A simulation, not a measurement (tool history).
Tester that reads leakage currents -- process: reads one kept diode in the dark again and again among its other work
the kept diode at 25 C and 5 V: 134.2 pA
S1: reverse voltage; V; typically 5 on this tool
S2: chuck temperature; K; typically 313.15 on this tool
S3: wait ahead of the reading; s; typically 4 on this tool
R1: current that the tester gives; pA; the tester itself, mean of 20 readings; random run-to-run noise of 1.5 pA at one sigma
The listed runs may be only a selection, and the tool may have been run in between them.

run     day     S1      S2    S3       R1
  1       0      5  313.15     4   409.75
  2   1.512      5  313.15     4   409.62
      2.675  -- chuck's temperature calibrated
  3   3.246      5  314.15     4   523.45
  4   5.221      5  313.15  3.42   481.03
  5   6.446      5  313.15     4    478.9
  6   7.654      5  313.15     4   478.72
  7   8.562      5  313.15     4   475.07
  8   9.533      5  321.15     4   895.01
  9  11.283      5  321.15     4    891.2
 10  12.308      5  321.15     4   882.08
 11  14.362      5  321.15     4   883.05
 12  15.408      5  321.15     4    877.4
 13  16.375      5  321.15     4   874.54
 14  17.604   2.01  313.15     4   332.27
 15  19.042   2.01  313.15     4   330.69
 16  20.658   2.01  313.15     4    328.9
 17  22.596   2.01  313.15     4   325.74
 18  24.204   2.01  313.15     4   325.54
 19    26.1      5  296.15     4   104.79
 20  28.254  10.68  313.15     4   581.41
 21  30.354  10.68  313.15     4   581.73
 22  32.504  16.12  298.15  0.52   198.61
 23  34.404   6.57  317.15     4   665.38
 24  36.467  17.08  298.15  5.81   192.24
 25  37.562   4.15  318.15     4   605.55
 26  38.554   4.15  318.15     4   600.11
 27  39.504   4.15  309.15  0.87   287.49
 28  41.221   8.31  313.15     4   512.24
 29  42.767      5  326.15  5.22  1177.12
 30  44.771   2.09  328.15  0.44  1004.12
 31  46.067   2.86  310.15  9.31   268.22
 32  47.962   1.23  305.15  1.48    128.5
 33  49.833   1.23  305.15  1.48   127.36
 34  51.471  14.85  317.15   0.4   854.73
 35  52.854   3.29  318.15     4   527.47
 36  55.021  10.58  294.15  9.01   106.41
 37  56.554  14.56  319.15     4   970.24
 38  57.871  18.88  302.15  5.21    264.7
 39  59.792  18.88  302.15  5.21   260.85
 40  60.762  11.98  309.15  6.94   393.55

Below are 3 alternative next runs, each starting from the tool's condition after run 40. Predict each:
  A  62.646  11.98  320.15  3.14   ?
  B  62.646  10.23  313.15     4   ?
  C  62.646  15.65  300.15  5.14   ?

run      R1
  A  959.27
  B  513.02
  C  204.15
With no hidden state in the tool, these same runs would have given:
run       R1
  A  1162.37
  B   623.85
  C   242.22

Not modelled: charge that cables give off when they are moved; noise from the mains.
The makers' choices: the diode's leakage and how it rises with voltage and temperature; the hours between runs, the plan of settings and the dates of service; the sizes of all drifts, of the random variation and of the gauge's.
